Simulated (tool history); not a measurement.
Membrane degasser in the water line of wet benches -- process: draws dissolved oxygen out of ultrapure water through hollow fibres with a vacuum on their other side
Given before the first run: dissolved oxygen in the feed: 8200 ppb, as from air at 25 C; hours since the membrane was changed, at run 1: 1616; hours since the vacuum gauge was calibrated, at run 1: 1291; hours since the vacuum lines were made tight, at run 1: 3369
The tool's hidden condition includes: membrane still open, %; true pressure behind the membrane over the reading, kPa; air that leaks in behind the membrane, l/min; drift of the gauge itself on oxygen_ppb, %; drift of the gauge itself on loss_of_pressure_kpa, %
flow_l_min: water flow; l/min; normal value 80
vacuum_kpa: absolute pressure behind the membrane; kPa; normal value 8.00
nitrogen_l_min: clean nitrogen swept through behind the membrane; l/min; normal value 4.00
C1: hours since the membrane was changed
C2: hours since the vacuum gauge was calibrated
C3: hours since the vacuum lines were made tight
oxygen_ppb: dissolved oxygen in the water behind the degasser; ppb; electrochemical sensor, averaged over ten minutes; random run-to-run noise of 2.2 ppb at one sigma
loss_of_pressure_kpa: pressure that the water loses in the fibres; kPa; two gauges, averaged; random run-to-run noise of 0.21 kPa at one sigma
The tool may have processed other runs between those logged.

Run 1, hour 0.0: usual settings; C1 1616; C2 1291; C3 3369. Result: oxygen_ppb 214.1 ppb, loss_of_pressure_kpa 48.34 kPa.
Run 2, hour 73.9: usual settings; C1 1690; C2 1365; C3 3443. Result: oxygen_ppb 218.4 ppb, loss_of_pressure_kpa 48.68 kPa.
Run 3, hour 178.5: usual settings; C1 1795; C2 1470; C3 3548. Result: oxygen_ppb 218.2 ppb, loss_of_pressure_kpa 48.45 kPa.
Run 4, hour 316.4: usual settings; C1 1933; C2 1608; C3 3686. Result: oxygen_ppb 218.3 ppb, loss_of_pressure_kpa 48.70 kPa.
Run 5, hour 415.1: usual settings but nitrogen_l_min 2.35 l/min; C1 2031; C2 1706; C3 3785. Result: oxygen_ppb 337.5 ppb, loss_of_pressure_kpa 48.74 kPa.
Run 6, hour 545.5: usual settings but nitrogen_l_min 2.35 l/min; C1 2162; C2 1837; C3 3915. Result: oxygen_ppb 333.1 ppb, loss_of_pressure_kpa 48.71 kPa.
Run 7, hour 635.7: usual settings but nitrogen_l_min 2.35 l/min; C1 2252; C2 1927; C3 4005. Result: oxygen_ppb 336.3 ppb, loss_of_pressure_kpa 49.13 kPa.
Run 8, hour 782.8: usual settings but nitrogen_l_min 8.45 l/min; C1 2399; C2 2074; C3 4152. Result: oxygen_ppb 114.1 ppb, loss_of_pressure_kpa 48.74 kPa.
Run 9, hour 948.3: usual settings; C1 2565; C2 2239; C3 4318. Result: oxygen_ppb 217.8 ppb, loss_of_pressure_kpa 48.39 kPa.
Run 10, hour 1049.2: usual settings; C1 2665; C2 2340; C3 4419. Result: oxygen_ppb 217.8 ppb, loss_of_pressure_kpa 48.62 kPa.
Run 11, hour 1200.2: usual settings but flow_l_min 62 l/min; C1 2816; C2 2491; C3 4570. Result: oxygen_ppb 175.8 ppb, loss_of_pressure_kpa 38.07 kPa.
Run 12, hour 1292.8: usual settings; C1 2909; C2 2584; C3 4662. Result: oxygen_ppb 221.9 ppb, loss_of_pressure_kpa 49.05 kPa.
Run 13, hour 1405.1: usual settings; C1 3021; C2 2696; C3 4775. Result: oxygen_ppb 220.7 ppb, loss_of_pressure_kpa 48.85 kPa.
Run 14, hour 1491.5: usual settings; C1 3108; C2 2783; C3 4861. Result: oxygen_ppb 222.6 ppb, loss_of_pressure_kpa 48.96 kPa.
Run 15, hour 1604.2: usual settings but vacuum_kpa 7.17 kPa; C1 3221; C2 2895; C3 4974. Result: oxygen_ppb 187.2 ppb, loss_of_pressure_kpa 49.04 kPa.
Run 16, hour 1768.6: usual settings but vacuum_kpa 6.20 kPa; C1 3385; C2 3060; C3 5138. Result: oxygen_ppb 145.3 ppb, loss_of_pressure_kpa 49.26 kPa.
Run 17, hour 1919.2: usual settings but flow_l_min 57 l/min, nitrogen_l_min 6.68 l/min; C1 3535; C2 3210; C3 5289. Result: oxygen_ppb 99.0 ppb, loss_of_pressure_kpa 34.92 kPa.
Run 18, hour 2030.2: usual settings but flow_l_min 57 l/min, nitrogen_l_min 6.68 l/min; C1 3646; C2 3321; C3 5400. Result: oxygen_ppb 102.6 ppb, loss_of_pressure_kpa 34.78 kPa.

Run 19 is up next; what results do you expect?
Run 19, hour 2187.6: usual settings but flow_l_min 57 l/min, nitrogen_l_min 6.68 l/min; C1 3804; C2 3479; C3 5557. Result: oxygen_ppb ?, loss_of_pressure_kpa ?.

{"run 19": {"oxygen_ppb": 101.7, "loss_of_pressure_kpa": 34.76}}
Without the tool's hidden state the same run would have given oxygen_ppb 96.6 ppb, loss_of_pressure_kpa 34.11 kPa.

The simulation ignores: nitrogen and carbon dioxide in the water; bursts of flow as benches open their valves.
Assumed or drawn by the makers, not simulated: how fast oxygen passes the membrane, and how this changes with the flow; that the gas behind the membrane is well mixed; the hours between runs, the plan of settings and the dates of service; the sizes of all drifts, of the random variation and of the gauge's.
